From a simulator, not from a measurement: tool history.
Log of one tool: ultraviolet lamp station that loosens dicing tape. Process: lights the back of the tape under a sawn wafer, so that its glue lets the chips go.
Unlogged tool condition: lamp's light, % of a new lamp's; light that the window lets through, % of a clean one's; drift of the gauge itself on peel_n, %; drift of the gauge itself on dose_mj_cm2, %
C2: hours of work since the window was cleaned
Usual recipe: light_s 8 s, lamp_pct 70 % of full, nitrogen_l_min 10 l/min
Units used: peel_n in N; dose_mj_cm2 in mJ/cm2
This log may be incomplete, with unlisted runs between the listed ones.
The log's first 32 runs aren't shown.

run 33 hour=1567.2 | light_s=5 lamp_pct=65 nitrogen_l_min=3 | hours_of_work_of_the_lamp=1240 C2=189 | peel_n=3.432 dose_mj_cm2=121
run 34 hour=1631.4 | light_s=5 lamp_pct=61 nitrogen_l_min=5 | hours_of_work_of_the_lamp=1266 C2=216 | peel_n=3.198 dose_mj_cm2=116
run 35 hour=1661.9 | light_s=5 lamp_pct=61 nitrogen_l_min=5 | hours_of_work_of_the_lamp=1279 C2=228 | peel_n=3.127 dose_mj_cm2=112
run 36 hour=1693.4 | light_s=10 lamp_pct=70 nitrogen_l_min=10 | hours_of_work_of_the_lamp=1292 C2=241 | peel_n=0.639 dose_mj_cm2=260
run 37 hour=1761.3 | light_s=4 lamp_pct=70 nitrogen_l_min=6 | hours_of_work_of_the_lamp=1319 C2=269 | peel_n=3.371 dose_mj_cm2=102
run 38 hour=1814.3 | light_s=8 lamp_pct=80 nitrogen_l_min=17 | hours_of_work_of_the_lamp=1341 C2=291 | peel_n=0.554 dose_mj_cm2=233
run 39 hour=1871 | light_s=8 lamp_pct=80 nitrogen_l_min=17 | hours_of_work_of_the_lamp=1364 C2=314 | peel_n=0.588 dose_mj_cm2=227
run 40 hour=1920.8 | light_s=8 lamp_pct=80 nitrogen_l_min=6 | hours_of_work_of_the_lamp=1385 C2=334 | peel_n=1.178 dose_mj_cm2=225
run 41 hour=1955.5 | light_s=5 lamp_pct=78 nitrogen_l_min=6 | hours_of_work_of_the_lamp=1399 C2=348 | peel_n=2.409 dose_mj_cm2=134
run 42 hour=1985.3 | light_s=5 lamp_pct=79 nitrogen_l_min=6 | hours_of_work_of_the_lamp=1411 C2=361 | peel_n=2.421 dose_mj_cm2=140

Consider 3 possible next runs. They are alternatives, not a sequence: every one starts from the tool as it was left by run 42. What does each give?
run A hour=2020.6 | light_s=6 lamp_pct=79 nitrogen_l_min=6 | hours_of_work_of_the_lamp=1426 C2=375 | peel_n=? dose_mj_cm2=?
run B hour=2020.6 | light_s=14 lamp_pct=79 nitrogen_l_min=4 | hours_of_work_of_the_lamp=1426 C2=375 | peel_n=? dose_mj_cm2=?
run C hour=2020.6 | light_s=7 lamp_pct=77 nitrogen_l_min=12 | hours_of_work_of_the_lamp=1426 C2=375 | peel_n=? dose_mj_cm2=?

run=A peel_n=1.884 dose_mj_cm2=162
run=B peel_n=0.612 dose_mj_cm2=384
run=C peel_n=1.081 dose_mj_cm2=186
The same runs, with their run-to-run variation unchanged, on a tool lacking any hidden condition would have given:
run=A peel_n=0.912 dose_mj_cm2=257
run=B peel_n=0.263 dose_mj_cm2=608
run=C peel_n=0.446 dose_mj_cm2=295
